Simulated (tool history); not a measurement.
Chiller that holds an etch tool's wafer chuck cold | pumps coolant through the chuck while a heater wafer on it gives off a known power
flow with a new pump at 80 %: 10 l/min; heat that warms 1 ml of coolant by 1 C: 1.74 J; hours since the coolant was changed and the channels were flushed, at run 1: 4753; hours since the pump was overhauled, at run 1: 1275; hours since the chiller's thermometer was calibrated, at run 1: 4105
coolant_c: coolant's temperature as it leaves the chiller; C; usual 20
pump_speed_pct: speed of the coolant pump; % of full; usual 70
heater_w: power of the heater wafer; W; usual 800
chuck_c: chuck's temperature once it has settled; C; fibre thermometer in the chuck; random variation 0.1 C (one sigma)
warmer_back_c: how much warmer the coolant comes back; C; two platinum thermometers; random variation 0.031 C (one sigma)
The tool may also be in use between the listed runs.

| run | day | coolant_c | pump_speed_pct | heater_w | hours since the coolant was changed and the channels were flushed | hours since the pump was overhauled | hours since the chiller's thermometer was calibrated | chuck_c | warmer_back_c |
|---|---|---|---|---|---|---|---|---|---|
| 1 | 0.000 | 20 | 70 | 800 | 4753 | 1275 | 4105 | 30.6 | 3.22 |
| 2 | 2.171 | 20 | 70 | 800 | 4805 | 1327 | 4157 | 30.7 | 3.22 |
| 3 | 4.425 | 20 | 70 | 800 | 4859 | 1381 | 4211 | 30.7 | 3.21 |
| 4 | 6.958 | 20 | 70 | 800 | 4920 | 1442 | 4272 | 30.6 | 3.23 |
|  | 9.508 | coolant changed, channels flushed |
| 5 | 11.788 | 20 | 70 | 800 | 55 | 1552 | 4382 | 28.9 | 3.25 |
| 6 | 13.892 | 20 | 70 | 800 | 105 | 1603 | 4432 | 29.0 | 3.29 |
| 7 | 18.192 | 20 | 70 | 800 | 208 | 1706 | 4535 | 29.0 | 3.19 |
| 8 | 22.783 | 20 | 70 | 800 | 319 | 1816 | 4645 | 29.0 | 3.24 |
| 9 | 26.133 | 20 | 70 | 800 | 399 | 1896 | 4726 | 29.0 | 3.28 |
| 10 | 28.425 | 20 | 70 | 800 | 454 | 1951 | 4781 | 29.1 | 3.28 |
| 11 | 31.662 | 20 | 70 | 800 | 532 | 2029 | 4859 | 29.2 | 3.20 |
| 12 | 35.321 | 20 | 70 | 800 | 620 | 2117 | 4946 | 29.0 | 3.31 |
| 13 | 38.108 | 20 | 70 | 800 | 686 | 2184 | 5013 | 29.0 | 3.30 |
| 14 | 42.125 | 20 | 70 | 800 | 783 | 2280 | 5110 | 29.2 | 3.28 |
| 15 | 45.233 | 20 | 70 | 800 | 857 | 2355 | 5184 | 29.2 | 3.27 |
| 16 | 47.712 | 20 | 70 | 800 | 917 | 2414 | 5244 | 29.3 | 3.29 |
| 17 | 50.483 | 16 | 97 | 800 | 983 | 2481 | 5310 | 22.8 | 2.30 |
| 18 | 53.675 | 11 | 70 | 800 | 1060 | 2557 | 5387 | 20.2 | 3.26 |
| 19 | 56.767 | 18 | 70 | 876 | 1134 | 2632 | 5461 | 28.3 | 3.63 |
| 20 | 61.033 | 13 | 97 | 623 | 1237 | 2734 | 5564 | 18.0 | 1.79 |
|  | 63.971 | chiller's thermometer calibrated |
| 21 | 64.171 | 26 | 76 | 623 | 1311 | 2808 | 5 | 33.0 | 2.26 |
| 22 | 67.038 | 25 | 70 | 911 | 1380 | 2877 | 74 | 36.3 | 3.82 |
| 23 | 69.121 | 12 | 84 | 432 | 1430 | 2927 | 124 | 16.5 | 1.47 |
| 24 | 72.942 | 20 | 70 | 439 | 1521 | 3019 | 215 | 25.5 | 1.84 |
| 25 | 77.333 | 18 | 87 | 439 | 1627 | 3124 | 321 | 22.4 | 1.47 |
| 26 | 81.417 | 20 | 67 | 921 | 1725 | 3222 | 419 | 32.2 | 4.02 |
| 27 | 84.604 | 22 | 92 | 572 | 1801 | 3299 | 495 | 27.7 | 1.81 |
| 28 | 87.679 | 28 | 79 | 405 | 1875 | 3372 | 569 | 32.7 | 1.44 |
| 29 | 91.904 | 20 | 80 | 1185 | 1976 | 3474 | 670 | 33.3 | 4.31 |
| 30 | 94.496 | 24 | 91 | 518 | 2039 | 3536 | 733 | 29.1 | 1.62 |
| 31 | 99.000 | 24 | 91 | 518 | 2147 | 3644 | 841 | 29.4 | 1.67 |
| 32 | 102.246 | 20 | 70 | 486 | 2225 | 3722 | 919 | 26.3 | 2.01 |

Forecast each of these 4 alternatives for the next run:
| A | 106.883 | 15 | 84 | 533 | 2336 | 3833 | 1030 | ? | ? |
| B | 106.883 | 18 | 68 | 899 | 2336 | 3833 | 1030 | ? | ? |
| C | 106.883 | 26 | 95 | 1013 | 2336 | 3833 | 1030 | ? | ? |
| D | 106.883 | 20 | 96 | 691 | 2336 | 3833 | 1030 | ? | ? |

| run | chuck_c | warmer_back_c |
|---|---|---|
| A | 20.7 | 1.85 |
| B | 30.1 | 3.88 |
| C | 36.0 | 3.09 |
| D | 26.6 | 2.09 |
Without the tool's hidden state the same runs would have given:
| run | chuck_c | warmer_back_c |
|---|---|---|
| A | 20.1 | 1.75 |
| B | 28.7 | 3.67 |
| C | 34.8 | 2.92 |
| D | 25.9 | 1.98 |
